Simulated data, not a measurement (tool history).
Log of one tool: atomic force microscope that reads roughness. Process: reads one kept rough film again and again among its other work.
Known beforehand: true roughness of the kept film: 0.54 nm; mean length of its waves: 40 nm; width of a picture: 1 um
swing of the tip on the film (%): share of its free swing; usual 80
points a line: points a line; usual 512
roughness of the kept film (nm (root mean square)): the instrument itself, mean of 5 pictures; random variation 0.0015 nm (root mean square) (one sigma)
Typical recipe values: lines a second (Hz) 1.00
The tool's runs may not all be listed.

run	hour	lines a second (Hz)	swing of the tip on the film (%)	points a line	roughness of the kept film (nm (root mean square))
1	0.0	1.00	80	512	0.513
2	19.9	1.00	80	512	0.510
3	34.5	1.00	80	512	0.506
4	44.4	1.00	65	512	0.518
5	57.4	1.00	65	512	0.517
6	80.1	1.00	80	512	0.505
7	99.8	3.14	80	512	0.469
8	119.9	1.00	80	443	0.501
9	137.9	1.00	80	512	0.500
# hour 146.7: new tip fitted
10	156.1	1.00	80	512	0.511
11	171.9	1.00	80	512	0.512
12	181.5	2.04	80	512	0.493
13	191.1	1.12	83	397	0.501
14	206.5	3.32	87	605	0.452
15	215.9	1.69	87	399	0.483
16	238.1	0.65	85	690	0.510
17	254.8	0.65	73	374	0.515
18	274.5	3.71	72	600	0.481
19	290.6	1.62	66	600	0.509
20	306.1	1.62	66	600	0.505
21	316.5	1.88	88	258	0.470
22	337.3	0.75	88	383	0.497
# hour 344.8: new tip fitted
23	348.6	1.56	88	924	0.494

Here are 5 independent what-if runs from the current tool condition. What would each one return?
A	358.0	2.62	80	512	?
B	358.0	0.64	61	924	?
C	358.0	1.63	79	306	?
D	358.0	2.25	70	274	?
E	358.0	1.00	77	460	?

run	roughness of the kept film (nm (root mean square))
A	0.486
B	0.526
C	0.499
D	0.503
E	0.515
Stripped of hidden state, with their random variation kept, the same runs would have yielded:
run	roughness of the kept film (nm (root mean square))
A	0.490
B	0.530
C	0.502
D	0.506
E	0.518

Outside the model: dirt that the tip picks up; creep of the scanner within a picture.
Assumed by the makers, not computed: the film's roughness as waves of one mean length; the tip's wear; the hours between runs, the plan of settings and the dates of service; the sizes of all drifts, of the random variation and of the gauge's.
